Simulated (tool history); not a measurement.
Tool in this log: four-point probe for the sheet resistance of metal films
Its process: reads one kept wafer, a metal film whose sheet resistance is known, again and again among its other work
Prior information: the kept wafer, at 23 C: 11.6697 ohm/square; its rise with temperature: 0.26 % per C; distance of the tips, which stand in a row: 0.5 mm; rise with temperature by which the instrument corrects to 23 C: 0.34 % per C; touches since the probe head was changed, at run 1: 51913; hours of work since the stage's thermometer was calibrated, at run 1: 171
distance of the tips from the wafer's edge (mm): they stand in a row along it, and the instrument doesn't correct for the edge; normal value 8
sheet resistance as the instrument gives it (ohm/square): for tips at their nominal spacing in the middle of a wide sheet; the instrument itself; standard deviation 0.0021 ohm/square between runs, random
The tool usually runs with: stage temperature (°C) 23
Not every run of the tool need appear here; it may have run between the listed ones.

run   hour  stage temperature (°C)  distance of the tips from the wafer's edge (mm)  touches since the probe head was changed  hours of work since the stage's thermometer was calibrated  sheet resistance as the instrument gives it (ohm/square)
  1    0.0                      23                                                8                                     51913                                                         171                                                 11.674200
  2   17.7                      21                                                8                                     52628                                                         185                                                 11.694701
  3   48.1                      31                                                8                                     53860                                                         209                                                 11.592969
  4   64.9                      31                                                8                                     54539                                                         222                                                 11.594463
  5   92.2                      33                                                8                                     55641                                                         244                                                 11.576546
  6  115.2                      33                                                8                                     56575                                                         263                                                 11.578461
  7  140.8                      23                                                8                                     57610                                                         283                                                 11.671427
  8  169.2                      23                                                8                                     58758                                                         306                                                 11.664710
  9  199.9                      24                                                6                                     59999                                                         330                                                 11.679227
 10  216.3                      24                                                6                                     60665                                                         343                                                 11.677465
     219.2  -- stage's thermometer calibrated
 11  245.7                      24                                                6                                     61833                                                          21                                                 11.675483
 12  274.0                      24                                                6                                     62979                                                          44                                                 11.677293
 13  296.8                      25                                               21                                     63901                                                          62                                                 11.627583

Estimate the outcome of run 14 from the log above:
 14  323.2                      25                                               21                                     64969                                                          83                                                         ?

sheet resistance as the instrument gives it (ohm/square): 11.625537
The same run, on a tool lacking any hidden state, would have yielded sheet resistance as the instrument gives it (ohm/square) 11.653619.
